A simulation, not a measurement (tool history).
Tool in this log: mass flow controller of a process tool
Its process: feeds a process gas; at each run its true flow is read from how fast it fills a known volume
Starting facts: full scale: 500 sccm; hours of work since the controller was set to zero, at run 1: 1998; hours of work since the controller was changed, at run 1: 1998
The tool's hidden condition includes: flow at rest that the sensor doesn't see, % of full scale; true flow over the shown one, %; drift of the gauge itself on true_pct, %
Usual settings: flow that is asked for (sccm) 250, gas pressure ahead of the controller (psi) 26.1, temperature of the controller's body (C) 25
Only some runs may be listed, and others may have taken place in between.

| run | hour | flow that is asked for (sccm) | gas pressure ahead of the controller (psi) | temperature of the controller's body (C) | hours of work since the controller was set to zero | hours of work since the controller was changed | true flow (%) |
|---|---|---|---|---|---|---|---|
| 1 | 0 | 250 | 26.1 | 25 | 1998 | 1998 | 98.2 |
| 2 | 80.9 | 250 | 32.9 | 25 | 2060 | 2060 | 97.93 |
| 3 | 156.8 | 250 | 32.9 | 25 | 2117 | 2117 | 97.81 |
| 4 | 237.7 | 250 | 32.9 | 25 | 2178 | 2178 | 97.84 |
| 5 | 281.8 | 250 | 28 | 25 | 2212 | 2212 | 98.2 |
| 6 | 346.3 | 250 | 28 | 25 | 2260 | 2260 | 98.13 |
| 7 | 393.3 | 250 | 26.1 | 25 | 2296 | 2296 | 98.25 |
| 8 | 447.7 | 250 | 26.1 | 25 | 2337 | 2337 | 98.12 |
| 9 | 500.6 | 250 | 26.1 | 37 | 2377 | 2377 | 97.24 |
| 10 | 540.7 | 250 | 26.1 | 37 | 2408 | 2408 | 97.17 |
| 11 | 609.2 | 250 | 26.1 | 37 | 2459 | 2459 | 97.18 |
| 12 | 656.3 | 250 | 26.1 | 25 | 2495 | 2495 | 98.15 |
| 13 | 726.9 | 250 | 26.1 | 25 | 2548 | 2548 | 98.23 |
| 14 | 778.9 | 250 | 26.1 | 25 | 2588 | 2588 | 98.21 |
| 15 | 815.9 | 250 | 26.1 | 25 | 2616 | 2616 | 98.22 |
| 16 | 886.9 | 250 | 26.1 | 25 | 2669 | 2669 | 98.15 |
| 17 | 928.6 | 250 | 26.1 | 25 | 2701 | 2701 | 98.23 |
| 18 | 1009.9 | 250 | 26.1 | 25 | 2763 | 2763 | 98.18 |
| 19 | 1069.6 | 250 | 26.1 | 25 | 2808 | 2808 | 98.15 |
|  | 1074.4 | controller's zero set anew |
| 20 | 1112.8 | 214 | 26.1 | 31 | 29 | 2840 | 97.08 |
| 21 | 1152.7 | 66 | 33.4 | 39 | 59 | 2870 | 93.18 |
| 22 | 1206.2 | 66 | 33.4 | 39 | 100 | 2911 | 93.08 |
| 23 | 1266.4 | 66 | 33.4 | 39 | 145 | 2956 | 93.04 |
| 24 | 1302.2 | 66 | 28.9 | 26 | 172 | 2983 | 94.32 |
|  | 1327.6 | controller's zero set anew, once more |
| 25 | 1384.6 | 430 | 23.8 | 26 | 43 | 3045 | 99.98 |
| 26 | 1437.6 | 160 | 26.1 | 25 | 83 | 3086 | 97.93 |
| 27 | 1484.9 | 70 | 36.1 | 25 | 119 | 3121 | 96.66 |
| 28 | 1564.1 | 70 | 26.1 | 25 | 179 | 3181 | 97.18 |
| 29 | 1625.2 | 106 | 24.9 | 34 | 225 | 3228 | 96.87 |
| 30 | 1665.7 | 70 | 28.9 | 39 | 256 | 3258 | 95.66 |
| 31 | 1742.6 | 198 | 26.8 | 38 | 314 | 3316 | 97.18 |
| 32 | 1791.2 | 357 | 34.7 | 21 | 351 | 3353 | 99.41 |
| 33 | 1841.7 | 357 | 34.7 | 21 | 389 | 3391 | 99.42 |
| 34 | 1887.4 | 357 | 34.7 | 21 | 424 | 3426 | 99.36 |
| 35 | 1966.5 | 357 | 22 | 30 | 484 | 3486 | 99.29 |
| 36 | 2039.1 | 84 | 22.8 | 22 | 539 | 3541 | 97.61 |
| 37 | 2109.3 | 332 | 30.6 | 27 | 592 | 3594 | 98.85 |
| 38 | 2153.5 | 250 | 37.4 | 25 | 625 | 3627 | 98.16 |

Below, some changes in true flow (%) between adjacent runs. For each, the amount present without the hidden state too (settings, incoming material, random variation) and the amount remaining for the hidden state with gauge scatter not shared by both compared results:
Run 20 -> 21: flow that is asked for (sccm) 214 -> 66, gas pressure ahead of the controller (psi) 26.1 -> 33.4, temperature of the controller's body (C) 31 -> 39. true flow (%) -3.9: hidden state -1.99, all else -1.91.
Run 24 -> 25: flow that is asked for (sccm) 66 -> 430, gas pressure ahead of the controller (psi) 28.9 -> 23.8, controller's zero set anew, once more. true flow (%) +5.66: hidden state +2.91, all else +2.75.
Run 31 -> 32: flow that is asked for (sccm) 198 -> 357, gas pressure ahead of the controller (psi) 26.8 -> 34.7, temperature of the controller's body (C) 38 -> 21. true flow (%) +2.23: hidden state +0.09, all else +2.14.
Run 35 -> 36: flow that is asked for (sccm) 357 -> 84, gas pressure ahead of the controller (psi) 22 -> 22.8, temperature of the controller's body (C) 30 -> 22. true flow (%) -1.68: hidden state -0.48, all else -1.2.
